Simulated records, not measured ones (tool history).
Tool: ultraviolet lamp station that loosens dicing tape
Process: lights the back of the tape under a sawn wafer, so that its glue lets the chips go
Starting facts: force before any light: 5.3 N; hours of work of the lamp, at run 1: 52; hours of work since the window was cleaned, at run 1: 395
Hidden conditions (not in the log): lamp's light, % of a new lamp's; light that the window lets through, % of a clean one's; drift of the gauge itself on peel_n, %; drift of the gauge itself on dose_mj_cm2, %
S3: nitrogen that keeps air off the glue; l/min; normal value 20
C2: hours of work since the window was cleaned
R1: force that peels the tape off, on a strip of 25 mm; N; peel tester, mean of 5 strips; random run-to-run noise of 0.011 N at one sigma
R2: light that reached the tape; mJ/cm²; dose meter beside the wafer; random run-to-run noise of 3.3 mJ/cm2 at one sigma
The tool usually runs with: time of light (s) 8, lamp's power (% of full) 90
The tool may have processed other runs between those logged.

run 1 hour=0 | time_of_light_(s)=8 lamp's_power_(%_of_full)=90 S3=20 | hours_of_work_of_the_lamp=52 C2=395 | R1=0.659 R2=461
run 2 hour=4 | time_of_light_(s)=8 lamp's_power_(%_of_full)=90 S3=17 | hours_of_work_of_the_lamp=54 C2=397 | R1=0.728 R2=460
run 3 hour=12.9 | time_of_light_(s)=8 lamp's_power_(%_of_full)=90 S3=17 | hours_of_work_of_the_lamp=59 C2=401 | R1=0.733 R2=456
run 4 hour=21.5 | time_of_light_(s)=8 lamp's_power_(%_of_full)=90 S3=17 | hours_of_work_of_the_lamp=63 C2=405 | R1=0.702 R2=460
run 5 hour=26.8 | time_of_light_(s)=14 lamp's_power_(%_of_full)=90 S3=20 | hours_of_work_of_the_lamp=65 C2=408 | R1=0.201 R2=791
run 6 hour=35.4 | time_of_light_(s)=14 lamp's_power_(%_of_full)=90 S3=20 | hours_of_work_of_the_lamp=70 C2=412 | R1=0.196 R2=795
run 7 hour=41.7 | time_of_light_(s)=14 lamp's_power_(%_of_full)=90 S3=20 | hours_of_work_of_the_lamp=73 C2=415 | R1=0.205 R2=795
run 8 hour=47.5 | time_of_light_(s)=14 lamp's_power_(%_of_full)=90 S3=20 | hours_of_work_of_the_lamp=76 C2=418 | R1=0.209 R2=788
run 9 hour=56.2 | time_of_light_(s)=14 lamp's_power_(%_of_full)=90 S3=13 | hours_of_work_of_the_lamp=80 C2=422 | R1=0.305 R2=793
run 10 hour=63.9 | time_of_light_(s)=14 lamp's_power_(%_of_full)=90 S3=13 | hours_of_work_of_the_lamp=83 C2=426 | R1=0.285 R2=794
run 11 hour=71.6 | time_of_light_(s)=7 lamp's_power_(%_of_full)=68 S3=35 | hours_of_work_of_the_lamp=87 C2=429 | R1=1.002 R2=300
run 12 hour=75.9 | time_of_light_(s)=8 lamp's_power_(%_of_full)=90 S3=24 | hours_of_work_of_the_lamp=89 C2=432 | R1=0.585 R2=450
run 13 hour=81.4 | time_of_light_(s)=11 lamp's_power_(%_of_full)=82 S3=8 | hours_of_work_of_the_lamp=92 C2=434 | R1=0.891 R2=561
run 14 hour=87.3 | time_of_light_(s)=4 lamp's_power_(%_of_full)=90 S3=20 | hours_of_work_of_the_lamp=95 C2=437 | R1=1.786 R2=227
run 15 hour=94.9 | time_of_light_(s)=8 lamp's_power_(%_of_full)=90 S3=11 | hours_of_work_of_the_lamp=99 C2=441 | R1=1.029 R2=447

Some steps in R1, run to run, broken into two amounts with sign: the step expected even without the hidden condition (settings, incoming material, random variation), and the rest, left for the hidden condition together with whatever gauge scatter is not in both the measured and the hidden-condition-free result:
Run 10 -> 11: time of light (s) 14 -> 7, lamp's power (% of full) 90 -> 68, S3 13 -> 35. R1 +0.717 N: hidden state +0.171, all else +0.546.
Run 13 -> 14: time of light (s) 11 -> 4, lamp's power (% of full) 82 -> 90, S3 8 -> 20. R1 +0.895 N: hidden state +0.086, all else +0.809.
